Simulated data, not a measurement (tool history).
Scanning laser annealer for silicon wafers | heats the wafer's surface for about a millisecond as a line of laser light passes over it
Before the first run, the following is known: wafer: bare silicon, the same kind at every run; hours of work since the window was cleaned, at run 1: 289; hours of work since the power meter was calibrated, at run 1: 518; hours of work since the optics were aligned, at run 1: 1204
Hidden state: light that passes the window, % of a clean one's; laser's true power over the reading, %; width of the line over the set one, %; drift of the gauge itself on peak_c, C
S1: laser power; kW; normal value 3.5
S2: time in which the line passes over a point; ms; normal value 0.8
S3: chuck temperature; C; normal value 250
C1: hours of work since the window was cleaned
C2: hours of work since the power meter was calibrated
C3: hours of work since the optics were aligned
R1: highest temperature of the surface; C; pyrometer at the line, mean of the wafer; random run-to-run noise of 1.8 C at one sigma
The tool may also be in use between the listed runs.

run,hour,S1,S2,S3,C1,C2,C3,R1
1,0,3.5,0.8,250,289,518,1204,1024
2,26,3.5,0.8,250,309,538,1224,1019
3,38.6,3.5,0.8,250,318,548,1233,1022
4,60,3.5,0.8,283,335,564,1250,1051
# hour 78.7: window over the wafer cleaned
5,86.4,3.5,0.8,283,6,583,1268,1098
6,112.3,3.5,0.8,283,26,602,1288,1094
7,134.8,3.5,0.8,283,43,620,1305,1088
8,163.8,3.822,0.8,250,65,642,1328,1149
9,178,3.5,0.8,250,76,653,1338,1055
10,204.4,3.5,0.8,214,96,673,1359,1013
11,221.4,3.5,0.744,250,109,686,1372,1016
# hour 228: optics aligned, line set to its width
12,244.5,3.5,0.744,250,123,700,13,1031
13,263.4,3.5,0.744,250,137,714,27,1028
14,289.7,3.336,0.784,255,158,734,47,1004
15,302.1,3.666,0.733,232,167,744,57,1052
16,325.9,3.666,0.733,232,185,762,75,1043
17,354.3,3.666,0.733,232,207,784,97,1040
18,384.8,3.666,0.733,232,230,807,120,1040
19,407.2,3.666,0.61,232,247,824,137,955
20,428.9,3.666,0.61,232,264,841,154,956
21,445.9,3.624,0.649,256,277,854,167,991

The next listed run, before its measurement:
22,472.5,3.624,0.649,256,297,874,187,?

{"run 22": {"R1": 993}}
On a tool with no hidden condition, and with the same random variation, this run would have come out at R1 1033 C.
